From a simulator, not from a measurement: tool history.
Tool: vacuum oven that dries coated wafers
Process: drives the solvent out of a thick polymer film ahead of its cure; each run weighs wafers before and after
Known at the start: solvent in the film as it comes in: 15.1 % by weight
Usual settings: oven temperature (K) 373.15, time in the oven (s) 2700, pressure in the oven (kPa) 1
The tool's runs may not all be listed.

| run | day | oven temperature (K) | time in the oven (s) | pressure in the oven (kPa) | solvent left in the film (%) |
|---|---|---|---|---|---|
| 1 | 0 | 373.15 | 2700 | 1 | 3.43 |
| 2 | 3.525 | 373.15 | 2700 | 1 | 3.33 |
| 3 | 6.258 | 373.15 | 2700 | 1 | 3.33 |
| 4 | 9.796 | 373.15 | 2700 | 3.06 | 5.87 |
| 5 | 13.342 | 373.15 | 2700 | 3.06 | 6.05 |
| 6 | 14.962 | 373.15 | 2700 | 3.06 | 5.93 |
| 7 | 17.354 | 373.15 | 2700 | 3.06 | 5.92 |
| 8 | 19.517 | 373.15 | 2700 | 3.06 | 6.09 |
| 9 | 22.754 | 373.15 | 2700 | 3.06 | 6.14 |
| 10 | 26.267 | 373.15 | 1920 | 1 | 4.65 |
| 11 | 28.45 | 373.15 | 1920 | 1 | 4.7 |
| 12 | 30.929 | 373.15 | 2700 | 2.52 | 5.48 |
| 13 | 34.338 | 373.15 | 2700 | 2.52 | 5.62 |
|  | 35.679 | oven's thermocouples calibrated |
| 14 | 37.117 | 373.15 | 2700 | 2.52 | 5.15 |
| 15 | 38.671 | 373.15 | 2700 | 2.52 | 5.16 |
| 16 | 40.792 | 373.15 | 2700 | 2.52 | 5.1 |
| 17 | 42.488 | 373.15 | 2700 | 2.52 | 5.04 |
| 18 | 44.558 | 387.15 | 2700 | 1 | 1.63 |
| 19 | 46.675 | 387.15 | 2700 | 1 | 1.65 |
| 20 | 49.533 | 387.15 | 2700 | 1 | 1.63 |
| 21 | 52.15 | 387.15 | 2700 | 1 | 1.69 |
| 22 | 55.588 | 373.15 | 3180 | 1 | 3.12 |
| 23 | 58.696 | 373.15 | 3180 | 1 | 3.23 |
| 24 | 61.996 | 373.15 | 3240 | 0.99 | 3.25 |
| 25 | 64.788 | 374.15 | 3240 | 3.36 | 5.81 |

Forecast run 26:
| 26 | 67.867 | 374.15 | 1500 | 3.47 | ? |

{"run 26": {"solvent left in the film (%)": 7.79}}
Without the tool's hidden state the same run would have given solvent left in the film (%) 6.66.
